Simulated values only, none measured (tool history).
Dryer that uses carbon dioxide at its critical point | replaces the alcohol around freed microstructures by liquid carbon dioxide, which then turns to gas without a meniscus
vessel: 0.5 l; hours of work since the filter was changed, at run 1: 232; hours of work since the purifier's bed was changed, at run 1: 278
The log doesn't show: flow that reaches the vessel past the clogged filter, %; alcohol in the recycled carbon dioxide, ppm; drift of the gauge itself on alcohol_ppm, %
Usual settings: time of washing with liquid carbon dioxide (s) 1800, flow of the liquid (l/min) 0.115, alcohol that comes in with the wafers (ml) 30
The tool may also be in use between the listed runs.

run,hour,time of washing with liquid carbon dioxide (s),flow of the liquid (l/min),alcohol that comes in with the wafers (ml),hours of work since the filter was changed,hours of work since the purifier's bed was changed,alcohol left in the vessel before it's heated (ppm by volume)
1,0.0,1800,0.115,30,232,278,190
2,9.7,1800,0.115,30,240,285,201
3,19.8,1800,0.114,30,247,293,202
4,30.1,1800,0.114,30,255,301,210
5,49.1,1800,0.114,30,270,315,218
6,59.1,1800,0.114,30,278,323,223
7,76.3,1800,0.085,30,291,336,881
8,89.8,1800,0.085,30,301,347,848
9,110.8,1800,0.085,30,317,363,890
10,127.2,1320,0.085,30,330,376,2821
11,141.6,1320,0.085,30,341,387,2869
12,161.1,1320,0.085,30,356,402,2868
13,181.4,1800,0.115,30,372,417,275
14,191.1,1500,0.106,30,379,425,909
15,212.7,2640,0.195,30,396,441,45

Run 16 comes next. What will it give?
# hour 220.5: inlet filter changed
16,233.0,2640,0.195,30,10,456,?

{"run 16": {"alcohol left in the vessel before it's heated (ppm by volume)": 54}}
Without the tool's hidden state the same run would have given alcohol left in the vessel before it's heated (ppm by volume) 8.
